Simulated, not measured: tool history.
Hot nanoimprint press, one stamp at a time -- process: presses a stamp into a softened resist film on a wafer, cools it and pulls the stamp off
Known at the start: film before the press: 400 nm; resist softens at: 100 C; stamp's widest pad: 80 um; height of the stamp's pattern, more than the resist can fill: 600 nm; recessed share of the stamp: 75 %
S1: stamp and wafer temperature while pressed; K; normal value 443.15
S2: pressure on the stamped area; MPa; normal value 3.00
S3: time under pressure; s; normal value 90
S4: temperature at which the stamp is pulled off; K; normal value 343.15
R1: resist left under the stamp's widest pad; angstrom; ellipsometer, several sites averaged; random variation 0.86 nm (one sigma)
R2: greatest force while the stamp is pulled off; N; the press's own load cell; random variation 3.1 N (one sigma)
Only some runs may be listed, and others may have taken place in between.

run,hour,S1,S2,S3,S4,R1,R2
1,0.0,443.15,3.00,90,343.15,1628,221
2,5.1,443.15,3.00,90,338.15,1632,246
3,11.5,443.15,3.00,90,336.15,1634,247
4,17.4,443.15,2.23,90,343.15,1880,219
5,26.6,443.15,2.23,90,343.15,1854,218
6,31.5,443.15,2.23,90,343.15,1871,223
7,36.5,443.15,3.00,90,343.15,1637,216
8,46.4,443.15,3.00,90,343.15,1632,225
9,55.1,443.15,3.00,90,333.15,1629,259
10,61.7,443.15,3.00,90,342.15,1625,225
11,69.2,443.15,3.00,90,342.15,1631,236
12,74.7,443.15,3.00,90,342.15,1649,227
13,83.4,447.15,3.00,90,342.15,1375,225
14,89.4,443.15,3.00,90,343.15,1641,231
15,97.1,443.15,3.00,90,343.15,1658,227
16,108.0,443.15,3.00,177,343.15,1263,233
17,116.7,443.15,3.00,177,343.15,1268,237
18,124.1,443.15,3.00,177,343.15,1259,225
19,132.2,443.15,3.00,177,343.15,1261,227

What will run 20 give?
# hour 146.7: stamp cleaned and given a new release coat
20,147.5,445.15,2.69,50,344.15,?,?

Run 20 came out at R1 2001 angstrom, R2 178 N.
If the tool had no hidden condition, the same run with the same run-to-run variation would have returned R1 1859 angstrom, R2 172 N.
